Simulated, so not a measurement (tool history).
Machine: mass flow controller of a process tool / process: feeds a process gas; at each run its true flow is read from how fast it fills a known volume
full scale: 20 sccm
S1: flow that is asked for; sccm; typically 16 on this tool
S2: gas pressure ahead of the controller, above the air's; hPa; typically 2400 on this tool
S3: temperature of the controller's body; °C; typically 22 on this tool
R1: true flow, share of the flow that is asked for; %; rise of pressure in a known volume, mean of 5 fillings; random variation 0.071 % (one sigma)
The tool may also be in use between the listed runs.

Run 1, day 0: usual settings. Result: R1 99.74 %.
Run 2, day 1.796: usual settings but S1 13 sccm. Result: R1 99.48 %.
Run 3, day 5: usual settings but S1 3 sccm. Result: R1 98.24 %.
Run 4, day 9.229: usual settings but S1 3 sccm. Result: R1 98.31 %.
Run 5, day 11.708: usual settings but S2 1700 hPa. Result: R1 99.3 %.
Run 6, day 13.829: usual settings but S2 1700 hPa. Result: R1 99.32 %.
Run 7, day 17.417: usual settings but S2 1700 hPa. Result: R1 99.36 %.
Run 8, day 21.375: usual settings. Result: R1 99.69 %.
Run 9, day 24.212: usual settings but S1 3 sccm. Result: R1 98.24 %.
Run 10, day 26.2: usual settings. Result: R1 99.73 %.
Run 11, day 30.483: usual settings but S2 1830 hPa. Result: R1 99.32 %.
Run 12, day 33.329: usual settings but S2 1830 hPa. Result: R1 99.53 %.
Run 13, day 37.212: usual settings but S2 1830 hPa. Result: R1 99.32 %.
Run 14, day 41.029: usual settings but S2 1830 hPa, S3 21 °C. Result: R1 99.48 %.
Run 15, day 44.558: usual settings but S2 1830 hPa, S3 21 °C. Result: R1 99.55 %.
Run 16, day 47.788: usual settings. Result: R1 99.74 %.
Run 17, day 49.7: usual settings. Result: R1 99.78 %.
Run 18, day 53.346: usual settings but S2 1920 hPa. Result: R1 99.58 %.
Run 19, day 56.412: usual settings but S2 1920 hPa. Result: R1 99.53 %.
Run 20, day 59.404: usual settings but S2 1920 hPa. Result: R1 99.52 %.
Run 21, day 63.704: usual settings. Result: R1 99.76 %.
Run 22, day 66.396: usual settings. Result: R1 99.8 %.
Run 23, day 68.475: usual settings. Result: R1 99.82 %.
Run 24, day 70.375: usual settings. Result: R1 99.78 %.
Run 25, day 73.038: usual settings but S1 2 sccm, S2 2410 hPa, S3 31 °C. Result: R1 97.58 %.
Run 26, day 76.738: usual settings but S1 2 sccm, S2 2410 hPa, S3 31 °C. Result: R1 97.47 %.
Run 27, day 79.379: usual settings but S1 2 sccm, S2 1420 hPa, S3 31 °C. Result: R1 96.89 %.
Run 28, day 81.367: usual settings but S1 2 sccm, S2 1420 hPa, S3 31 °C. Result: R1 96.79 %.
Run 29, day 84.079: usual settings but S1 2 sccm, S2 1420 hPa, S3 31 °C. Result: R1 96.84 %.
Run 30, day 86.671: usual settings but S1 2 sccm, S3 31 °C. Result: R1 97.24 %.
At day 87.025: controller's zero set anew.
Run 31, day 90.562: usual settings but S1 2 sccm, S3 31 °C. Result: R1 96.87 %.
At day 94.558: controller's zero set anew, once more.
Run 32, day 94.667: usual settings but S2 1880 hPa, S3 25 °C. Result: R1 99.48 %.
Run 33, day 98.033: usual settings but S1 9 sccm. Result: R1 99.06 %.
Run 34, day 101.133: usual settings but S1 9 sccm. Result: R1 99.13 %.
Run 35, day 104.054: usual settings but S1 13 sccm, S2 1500 hPa, S3 33 °C. Result: R1 98.54 %.
Run 36, day 108.175: usual settings but S1 12 sccm, S2 1530 hPa, S3 34 °C. Result: R1 98.38 %.
Run 37, day 110.262: usual settings but S1 6 sccm, S2 2230 hPa, S3 24 °C. Result: R1 98.73 %.
Run 38, day 112.267: usual settings but S1 6 sccm, S2 1520 hPa, S3 32 °C. Result: R1 97.95 %.
Run 39, day 114.367: usual settings but S1 6 sccm, S2 1520 hPa, S3 32 °C. Result: R1 97.81 %.
Run 40, day 116.371: usual settings but S1 3 sccm, S2 2180 hPa, S3 33 °C. Result: R1 98.01 %.
Run 41, day 119.138: usual settings but S1 3 sccm, S2 2180 hPa, S3 33 °C. Result: R1 97.63 %.
Run 42, day 120.975: usual settings but S1 2 sccm, S2 2020 hPa, S3 33 °C. Result: R1 97.39 %.
Run 43, day 123.054: usual settings but S1 2 sccm, S2 2020 hPa, S3 33 °C. Result: R1 97.52 %.
Run 44, day 125.821: usual settings but S1 2 sccm, S2 2020 hPa, S3 33 °C. Result: R1 97.58 %.
Run 45, day 128.154: usual settings but S1 2 sccm, S2 2020 hPa, S3 33 °C. Result: R1 97.43 %.
Run 46, day 130.358: usual settings but S1 2 sccm, S2 2020 hPa, S3 33 °C. Result: R1 97.53 %.
Run 47, day 132.1: usual settings but S1 2 sccm, S2 2020 hPa, S3 33 °C. Result: R1 97.35 %.
Run 48, day 134.521: usual settings but S2 1680 hPa. Result: R1 99.57 %.

Alternative continuations, all from the tool just after run 48; predict every row:
Run A, day 138.175: usual settings but S1 10 sccm, S2 2570 hPa, S3 38 °C. Result: R1 ?.
Run B, day 138.175: usual settings but S1 2 sccm, S2 1740 hPa, S3 40 °C. Result: R1 ?.
Run C, day 138.175: usual settings but S2 1910 hPa, S3 24 °C. Result: R1 ?.
Run D, day 138.175: usual settings but S1 2 sccm, S2 1440 hPa, S3 25 °C. Result: R1 ?.

run     R1
  A  98.64
  B  97.03
  C  99.46
  D  97.54
Without the tool's hidden state the same runs would have given:
run     R1
  A  98.67
  B  97.39
  C  99.46
  D  97.91

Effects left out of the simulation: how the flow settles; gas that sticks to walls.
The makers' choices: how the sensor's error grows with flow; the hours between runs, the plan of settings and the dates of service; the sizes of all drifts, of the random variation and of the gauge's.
